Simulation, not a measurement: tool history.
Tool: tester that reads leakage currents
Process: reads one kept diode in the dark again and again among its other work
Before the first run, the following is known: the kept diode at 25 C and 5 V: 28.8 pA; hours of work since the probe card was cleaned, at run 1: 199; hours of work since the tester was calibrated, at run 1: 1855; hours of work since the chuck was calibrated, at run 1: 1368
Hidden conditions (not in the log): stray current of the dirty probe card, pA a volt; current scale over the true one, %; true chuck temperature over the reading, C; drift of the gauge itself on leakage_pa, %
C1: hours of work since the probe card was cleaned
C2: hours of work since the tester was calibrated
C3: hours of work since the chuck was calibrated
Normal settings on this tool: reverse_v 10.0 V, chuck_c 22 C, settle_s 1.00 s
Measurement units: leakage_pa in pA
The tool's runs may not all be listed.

Run 1, hour 0.0: usual settings; C1 199; C2 1855; C3 1368. Result: leakage_pa 28.70 pA.
Run 2, hour 48.0: usual settings but settle_s 6.63 s; C1 229; C2 1884; C3 1397. Result: leakage_pa 27.47 pA.
Run 3, hour 122.0: usual settings but chuck_c 50 C; C1 274; C2 1929; C3 1442. Result: leakage_pa 287.75 pA.
Run 4, hour 183.3: usual settings but chuck_c 50 C; C1 311; C2 1967; C3 1480. Result: leakage_pa 287.98 pA.
Run 5, hour 258.0: usual settings but reverse_v 1.2 V, chuck_c 50 C; C1 357; C2 2012; C3 1525. Result: leakage_pa 150.69 pA.
Run 6, hour 317.5: usual settings but reverse_v 1.2 V, chuck_c 50 C; C1 393; C2 2048; C3 1561. Result: leakage_pa 150.65 pA.
Run 7, hour 397.5: usual settings but reverse_v 1.2 V, chuck_c 50 C; C1 441; C2 2097; C3 1610. Result: leakage_pa 151.87 pA.
Run 8, hour 459.2: usual settings but reverse_v 1.2 V, chuck_c 42 C, settle_s 0.59 s; C1 479; C2 2135; C3 1648. Result: leakage_pa 80.70 pA.
Run 9, hour 524.7: usual settings but reverse_v 1.2 V, chuck_c 42 C, settle_s 0.59 s; C1 519; C2 2175; C3 1688. Result: leakage_pa 80.95 pA.
Run 10, hour 576.3: usual settings but reverse_v 2.8 V, chuck_c 39 C, settle_s 3.91 s; C1 550; C2 2206; C3 1719. Result: leakage_pa 81.57 pA.
Run 11, hour 630.0: usual settings but reverse_v 1.3 V, chuck_c 29 C, settle_s 0.66 s; C1 583; C2 2239; C3 1752. Result: leakage_pa 27.50 pA.
Run 12, hour 697.1: usual settings but reverse_v 2.6 V, chuck_c 42 C, settle_s 0.31 s; C1 624; C2 2280; C3 1793. Result: leakage_pa 102.44 pA.
Run 13, hour 771.0: usual settings but reverse_v 15.8 V, chuck_c 24 C, settle_s 0.31 s; C1 669; C2 2325; C3 1838. Result: leakage_pa 46.57 pA.

Each row is a separate what-if for the run after 13, all from the same tool condition, not one after another. Results?
Run A, hour 841.9: usual settings but reverse_v 3.6 V, chuck_c 21 C; C1 712; C2 2368; C3 1881. Result: leakage_pa ?.
Run B, hour 841.9: usual settings but reverse_v 13.3 V, chuck_c 42 C, settle_s 0.35 s; C1 712; C2 2368; C3 1881. Result: leakage_pa ?.
Run C, hour 841.9: usual settings but reverse_v 15.8 V, chuck_c 41 C, settle_s 6.32 s; C1 712; C2 2368; C3 1881. Result: leakage_pa ?.
Run D, hour 841.9: usual settings but reverse_v 3.4 V, chuck_c 24 C, settle_s 0.31 s; C1 712; C2 2368; C3 1881. Result: leakage_pa ?.

run  leakage_pa
  A       18.73
  B      172.59
  C      161.49
  D       25.42
Had the tool no hidden state, the same runs would have come out as:
run  leakage_pa
  A       18.73
  B      172.60
  C      161.50
  D       25.42

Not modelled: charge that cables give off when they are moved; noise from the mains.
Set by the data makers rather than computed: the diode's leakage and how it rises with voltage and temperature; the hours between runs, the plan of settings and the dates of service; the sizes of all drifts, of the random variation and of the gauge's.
